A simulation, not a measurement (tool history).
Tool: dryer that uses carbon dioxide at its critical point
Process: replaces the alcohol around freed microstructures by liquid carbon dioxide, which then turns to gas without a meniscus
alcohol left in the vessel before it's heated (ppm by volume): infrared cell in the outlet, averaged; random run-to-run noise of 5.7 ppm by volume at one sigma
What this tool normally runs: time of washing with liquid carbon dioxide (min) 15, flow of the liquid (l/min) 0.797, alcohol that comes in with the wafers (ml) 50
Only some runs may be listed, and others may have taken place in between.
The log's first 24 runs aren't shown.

run,day,time of washing with liquid carbon dioxide (min),flow of the liquid (l/min),alcohol that comes in with the wafers (ml),hours of work since the filter was changed,hours of work since the purifier's bed was changed,alcohol left in the vessel before it's heated (ppm by volume)
25,14.733,10,0.797,42,215,357,1453
26,15.300,14,0.520,36,219,362,1554
# day 15.704: inlet filter changed
27,15.738,11,0.520,36,0,365,1895
28,16.238,22,0.691,36,4,368,238
29,16.933,15,0.519,26,9,373,729
30,17.729,15,0.797,37,15,379,357
31,18.150,23,0.797,50,18,383,231
32,18.533,16,0.797,20,21,385,271
33,19.308,11,0.489,44,27,391,2676
34,19.992,11,0.489,44,32,396,2733
35,20.542,15,1.113,118,36,400,295
36,21.317,10,0.797,28,42,406,810
37,22.046,10,0.797,28,47,412,817
38,22.554,20,1.262,50,51,415,230
39,22.942,20,1.262,50,54,418,241
40,23.767,15,0.714,96,60,424,931
41,24.333,15,0.714,96,64,429,929
42,24.712,13,0.640,52,67,431,1209
43,25.300,9,0.822,30,72,436,1075
44,26.021,9,0.822,30,77,441,1075
45,26.567,12,0.797,27,81,445,575
46,27.333,12,0.797,27,87,451,589
47,27.688,20,0.594,41,89,454,461

4 options for the next run, each taken on its own from the tool as it stands now. Forecast them:
A,28.404,17,0.605,50,95,459,?
B,28.404,23,0.594,89,95,459,?
C,28.404,9,0.594,95,95,459,?
D,28.404,12,0.548,94,95,459,?

run,alcohol left in the vessel before it's heated (ppm by volume)
A,729
B,480
C,6253
D,3882
Stripped of hidden state, with their random variation kept, the same runs would have yielded:
run,alcohol left in the vessel before it's heated (ppm by volume)
A,352
B,153
C,5093
D,2969
